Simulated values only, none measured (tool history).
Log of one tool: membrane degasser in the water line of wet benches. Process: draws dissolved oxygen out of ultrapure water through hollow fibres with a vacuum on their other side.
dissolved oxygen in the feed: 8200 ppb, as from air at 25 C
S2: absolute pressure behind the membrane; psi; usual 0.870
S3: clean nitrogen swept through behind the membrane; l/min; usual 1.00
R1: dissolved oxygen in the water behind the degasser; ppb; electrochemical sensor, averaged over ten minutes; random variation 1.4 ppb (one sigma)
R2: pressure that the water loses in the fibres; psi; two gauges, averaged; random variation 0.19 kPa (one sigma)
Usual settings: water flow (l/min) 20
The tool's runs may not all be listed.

Run 1, hour 0.0: usual settings. Result: R1 176.6 ppb, R2 7.731 psi.
Run 2, hour 126.7: usual settings but water flow (l/min) 14. Result: R1 106.1 ppb, R2 5.424 psi.
Run 3, hour 193.0: usual settings but water flow (l/min) 14. Result: R1 106.3 ppb, R2 5.443 psi.
Run 4, hour 279.2: usual settings but water flow (l/min) 14. Result: R1 105.9 ppb, R2 5.408 psi.
Run 5, hour 402.3: usual settings but water flow (l/min) 14. Result: R1 105.7 ppb, R2 5.427 psi.
Run 6, hour 460.7: usual settings but water flow (l/min) 14. Result: R1 106.1 ppb, R2 5.452 psi.
Run 7, hour 540.4: usual settings but water flow (l/min) 31, S3 0.72 l/min. Result: R1 392.2 ppb, R2 12.016 psi.
Run 8, hour 616.3: usual settings but water flow (l/min) 26, S2 1.471 psi, S3 0.57 l/min. Result: R1 677.0 ppb, R2 10.041 psi.
Run 9, hour 736.0: usual settings but water flow (l/min) 12, S2 2.139 psi, S3 1.28 l/min. Result: R1 259.2 ppb, R2 4.621 psi.
Run 10, hour 865.0: usual settings but S2 1.991 psi, S3 0.78 l/min. Result: R1 600.7 ppb, R2 7.736 psi.
Run 11, hour 973.3: usual settings but S2 1.991 psi, S3 0.78 l/min. Result: R1 602.2 ppb, R2 7.665 psi.

Taken out of this log: 1 entry between the listed runs. Where each belongs, and how the hidden state differs across it:
Between runs 4 and 5: vacuum gauge calibrated (hour 326.2)
  drift of the gauge itself on loss_of_pressure_kpa, %: -0.15 -> -0.22
  measured less the result without the state, R2: -0.007 -> -0.010 psi
